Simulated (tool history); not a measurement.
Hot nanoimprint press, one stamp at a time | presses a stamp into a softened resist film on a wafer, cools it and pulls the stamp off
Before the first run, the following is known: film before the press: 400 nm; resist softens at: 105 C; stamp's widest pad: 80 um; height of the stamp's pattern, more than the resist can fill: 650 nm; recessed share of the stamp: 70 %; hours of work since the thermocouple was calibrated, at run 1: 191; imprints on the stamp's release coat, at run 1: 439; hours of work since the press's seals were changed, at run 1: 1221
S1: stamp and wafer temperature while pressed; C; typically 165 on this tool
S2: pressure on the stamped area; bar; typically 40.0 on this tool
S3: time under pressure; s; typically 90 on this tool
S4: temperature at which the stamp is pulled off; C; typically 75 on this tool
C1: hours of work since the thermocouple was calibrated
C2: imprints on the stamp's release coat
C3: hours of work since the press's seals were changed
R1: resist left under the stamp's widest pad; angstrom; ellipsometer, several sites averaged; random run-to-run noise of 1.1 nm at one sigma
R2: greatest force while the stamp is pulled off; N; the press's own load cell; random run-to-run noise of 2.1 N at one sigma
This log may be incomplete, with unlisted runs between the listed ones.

| run | hour | S1 | S2 | S3 | S4 | C1 | C2 | C3 | R1 | R2 |
|---|---|---|---|---|---|---|---|---|---|---|
| 1 | 0.0 | 165 | 40.0 | 90 | 75 | 191 | 439 | 1221 | 1854 | 167 |
| 2 | 53.7 | 165 | 40.0 | 90 | 75 | 229 | 686 | 1258 | 1863 | 174 |
|  | 93.2 | stamp cleaned and given a new release coat |
|  | 115.6 | press's hydraulic seals changed and the load cell set to zero |
| 3 | 157.3 | 165 | 40.0 | 90 | 75 | 292 | 259 | 29 | 1802 | 166 |
| 4 | 250.3 | 165 | 40.0 | 90 | 75 | 357 | 689 | 94 | 1825 | 178 |
|  | 289.7 | stamp cleaned and given a new release coat |
| 5 | 352.2 | 165 | 40.0 | 90 | 72 | 424 | 289 | 162 | 1859 | 175 |
| 6 | 433.1 | 165 | 40.0 | 90 | 75 | 481 | 662 | 218 | 1892 | 176 |
|  | 476.0 | stamp cleaned and given a new release coat |
| 7 | 485.1 | 165 | 52.6 | 90 | 75 | 513 | 42 | 250 | 1654 | 164 |
| 8 | 566.6 | 160 | 40.0 | 90 | 75 | 570 | 419 | 308 | 2414 | 175 |
|  | 605.7 | plate thermocouple calibrated |
| 9 | 648.3 | 160 | 40.0 | 90 | 75 | 30 | 782 | 363 | 2191 | 174 |
|  | 668.5 | stamp cleaned and given a new release coat |
| 10 | 736.4 | 160 | 40.0 | 90 | 75 | 87 | 314 | 420 | 2235 | 165 |
| 11 | 787.0 | 160 | 40.0 | 90 | 75 | 123 | 547 | 456 | 2205 | 173 |
| 12 | 834.8 | 170 | 40.0 | 90 | 75 | 156 | 768 | 489 | 1423 | 174 |
|  | 861.9 | stamp cleaned and given a new release coat |
| 13 | 886.3 | 170 | 40.0 | 90 | 70 | 188 | 112 | 521 | 1419 | 177 |
| 14 | 933.5 | 165 | 40.0 | 90 | 75 | 221 | 330 | 554 | 1803 | 169 |
| 15 | 1034.4 | 177 | 40.0 | 110 | 63 | 292 | 796 | 625 | 973 | 207 |
|  | 1049.7 | stamp cleaned and given a new release coat |
| 16 | 1105.3 | 169 | 41.7 | 123 | 73 | 337 | 257 | 670 | 1353 | 171 |
| 17 | 1148.2 | 169 | 41.7 | 123 | 73 | 367 | 455 | 700 | 1372 | 178 |
|  | 1235.2 | stamp cleaned and given a new release coat |
| 18 | 1247.6 | 175 | 40.0 | 93 | 75 | 433 | 57 | 766 | 1187 | 166 |
| 19 | 1327.2 | 175 | 40.0 | 93 | 75 | 489 | 425 | 822 | 1209 | 174 |
|  | 1419.8 | stamp cleaned and given a new release coat |
| 20 | 1433.3 | 165 | 40.0 | 131 | 75 | 559 | 62 | 892 | 1742 | 167 |
| 21 | 1480.1 | 169 | 24.2 | 129 | 72 | 592 | 278 | 924 | 1840 | 179 |
|  | 1492.1 | plate thermocouple calibrated |
| 22 | 1566.9 | 171 | 27.5 | 84 | 65 | 52 | 665 | 983 | 1682 | 193 |
|  | 1612.4 | stamp cleaned and given a new release coat |
| 23 | 1629.5 | 165 | 30.0 | 74 | 63 | 92 | 79 | 1023 | 2200 | 188 |
| 24 | 1697.0 | 165 | 40.0 | 141 | 65 | 139 | 391 | 1070 | 1562 | 191 |
| 25 | 1760.0 | 165 | 40.0 | 155 | 76 | 183 | 682 | 1114 | 1506 | 172 |
|  | 1804.8 | stamp cleaned and given a new release coat |
| 26 | 1825.6 | 170 | 29.7 | 123 | 77 | 225 | 96 | 1156 | 1515 | 159 |
| 27 | 1906.5 | 164 | 25.8 | 112 | 75 | 282 | 469 | 1213 | 2232 | 170 |
| 28 | 1965.4 | 165 | 40.0 | 51 | 75 | 323 | 741 | 1254 | 2310 | 173 |

Forecast each of these 5 alternatives for the next run:
|  | 1994.1 | stamp cleaned and given a new release coat |
| A | 2017.4 | 177 | 36.6 | 51 | 73 | 355 | 108 | 1286 | ? | ? |
|  | 1994.1 | stamp cleaned and given a new release coat |
| B | 2017.4 | 170 | 40.0 | 150 | 60 | 355 | 108 | 1286 | ? | ? |
|  | 1994.1 | stamp cleaned and given a new release coat |
| C | 2017.4 | 165 | 60.0 | 51 | 75 | 355 | 108 | 1286 | ? | ? |
|  | 1994.1 | stamp cleaned and given a new release coat |
| D | 2017.4 | 160 | 40.0 | 91 | 77 | 355 | 108 | 1286 | ? | ? |
|  | 1994.1 | stamp cleaned and given a new release coat |
| E | 2017.4 | 165 | 40.0 | 90 | 78 | 355 | 108 | 1286 | ? | ? |

| run | R1 | R2 |
|---|---|---|
| A | 1454 | 174 |
| B | 1266 | 197 |
| C | 1996 | 169 |
| D | 2414 | 161 |
| E | 1954 | 156 |
The same runs, with their run-to-run variation unchanged, on a tool lacking any hidden condition would have given:
| run | R1 | R2 |
|---|---|---|
| A | 1287 | 168 |
| B | 1103 | 191 |
| C | 1708 | 163 |
| D | 2144 | 156 |
| E | 1718 | 150 |
